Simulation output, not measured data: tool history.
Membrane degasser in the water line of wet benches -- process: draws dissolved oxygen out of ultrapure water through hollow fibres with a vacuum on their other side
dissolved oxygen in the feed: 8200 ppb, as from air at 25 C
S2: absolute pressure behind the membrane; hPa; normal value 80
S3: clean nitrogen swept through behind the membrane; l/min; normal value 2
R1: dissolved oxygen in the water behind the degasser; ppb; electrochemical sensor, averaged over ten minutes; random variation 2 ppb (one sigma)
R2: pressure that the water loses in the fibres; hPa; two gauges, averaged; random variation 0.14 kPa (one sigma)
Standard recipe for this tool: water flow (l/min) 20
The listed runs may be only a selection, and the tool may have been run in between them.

{"run": 1, "day": 0.0, "water flow (l/min)": 20, "S2": 80, "S3": 2, "R1": 298.6, "R2": 584.5}
{"run": 2, "day": 1.962, "water flow (l/min)": 20, "S2": 80, "S3": 5.28, "R1": 229.4, "R2": 579.9}
{"run": 3, "day": 5.754, "water flow (l/min)": 20, "S2": 80, "S3": 5.28, "R1": 229.4, "R2": 581.2}
{"run": 4, "day": 7.683, "water flow (l/min)": 20, "S2": 56.6, "S3": 5.28, "R1": 209.7, "R2": 581.4}
{"run": 5, "day": 11.375, "water flow (l/min)": 20, "S2": 56.6, "S3": 5.28, "R1": 208.4, "R2": 580.6}
{"run": 6, "day": 14.717, "water flow (l/min)": 20, "S2": 56.6, "S3": 5.28, "R1": 209.8, "R2": 579.4}
{"run": 7, "day": 17.204, "water flow (l/min)": 20, "S2": 56.6, "S3": 5.28, "R1": 208.2, "R2": 583.1}
{"run": 8, "day": 19.6, "water flow (l/min)": 20, "S2": 56.6, "S3": 5.28, "R1": 205.4, "R2": 584.7}
{"run": 9, "day": 23.629, "water flow (l/min)": 20, "S2": 56.6, "S3": 5.28, "R1": 210.7, "R2": 580.4}
{"run": 10, "day": 26.167, "water flow (l/min)": 20, "S2": 56.6, "S3": 5.28, "R1": 207.5, "R2": 585}
{"run": 11, "day": 28.438, "water flow (l/min)": 20, "S2": 56.6, "S3": 5.28, "R1": 210.1, "R2": 581.8}
{"run": 12, "day": 31.621, "water flow (l/min)": 20, "S2": 80, "S3": 2, "R1": 297.9, "R2": 582.6}
{"run": 13, "day": 35.9, "water flow (l/min)": 20, "S2": 80, "S3": 2, "R1": 303.4, "R2": 584}
{"run": 14, "day": 38.921, "water flow (l/min)": 20, "S2": 80, "S3": 2, "R1": 300.7, "R2": 581.5}
{"run": 15, "day": 40.783, "water flow (l/min)": 20, "S2": 80, "S3": 2, "R1": 300.9, "R2": 581.8}
{"run": 16, "day": 43.358, "water flow (l/min)": 20, "S2": 80, "S3": 2, "R1": 302.2, "R2": 584.2}
{"run": 17, "day": 46.058, "water flow (l/min)": 20, "S2": 80, "S3": 2.78, "R1": 269.7, "R2": 583.9}
{"run": 18, "day": 50.367, "water flow (l/min)": 23, "S2": 80, "S3": 2.36, "R1": 365.6, "R2": 668.8}
{"run": 19, "day": 53.838, "water flow (l/min)": 23, "S2": 80, "S3": 2.36, "R1": 361.4, "R2": 671.5}
{"run": 20, "day": 58.042, "water flow (l/min)": 21, "S2": 133.8, "S3": 2.08, "R1": 441, "R2": 613.8}
{"run": 21, "day": 62.562, "water flow (l/min)": 21, "S2": 133.8, "S3": 2.08, "R1": 442.7, "R2": 613.5}
{"run": 22, "day": 64.858, "water flow (l/min)": 21, "S2": 67.3, "S3": 4.82, "R1": 249.8, "R2": 613.6}
{"day": 65.192, "done": "vacuum gauge calibrated"}
{"run": 23, "day": 67.112, "water flow (l/min)": 21, "S2": 67.3, "S3": 4.82, "R1": 248.1, "R2": 615.8}
{"run": 24, "day": 71.096, "water flow (l/min)": 18, "S2": 67.3, "S3": 1.03, "R1": 294.8, "R2": 523.7}
{"run": 25, "day": 75.458, "water flow (l/min)": 18, "S2": 67.3, "S3": 1.03, "R1": 294.5, "R2": 525.2}
{"run": 26, "day": 77.358, "water flow (l/min)": 31, "S2": 71.7, "S3": 1.03, "R1": 696.8, "R2": 906.7}
{"day": 77.583, "done": "vacuum gauge calibrated, once more"}
{"run": 27, "day": 79.671, "water flow (l/min)": 20, "S2": 98.7, "S3": 2, "R1": 337.5, "R2": 585.4}
{"run": 28, "day": 83.846, "water flow (l/min)": 20, "S2": 98.7, "S3": 2, "R1": 338.4, "R2": 586.9}
{"run": 29, "day": 85.654, "water flow (l/min)": 20, "S2": 179.1, "S3": 2, "R1": 508.5, "R2": 584.5}
{"run": 30, "day": 87.475, "water flow (l/min)": 20, "S2": 179.1, "S3": 2, "R1": 510.6, "R2": 589}
{"run": 31, "day": 91.925, "water flow (l/min)": 20, "S2": 179.1, "S3": 2, "R1": 524.5, "R2": 584.3}
{"run": 32, "day": 94.708, "water flow (l/min)": 20, "S2": 179.1, "S3": 2, "R1": 512.2, "R2": 583.8}
{"run": 33, "day": 97.2, "water flow (l/min)": 24, "S2": 163.1, "S3": 1.71, "R1": 665.9, "R2": 702.8}

What if the next run were any one of these 3? Each begins from the tool's condition after run 33:
{"run": "A", "day": 99.621, "water flow (l/min)": 22, "S2": 78.5, "S3": 3.81, "R1": "?", "R2": "?"}
{"run": "B", "day": 99.621, "water flow (l/min)": 24, "S2": 163.1, "S3": 1.12, "R1": "?", "R2": "?"}
{"run": "C", "day": 99.621, "water flow (l/min)": 21, "S2": 163.1, "S3": 5.02, "R1": "?", "R2": "?"}

run=A R1=295.1 R2=642.4
run=B R1=830.6 R2=703
run=C R1=337 R2=614.5
With the hidden condition removed and each run's random variation left untouched, the same runs would have given:
run=A R1=286.4 R2=636.8
run=B R1=817.4 R2=696.8
run=C R1=328.3 R2=609
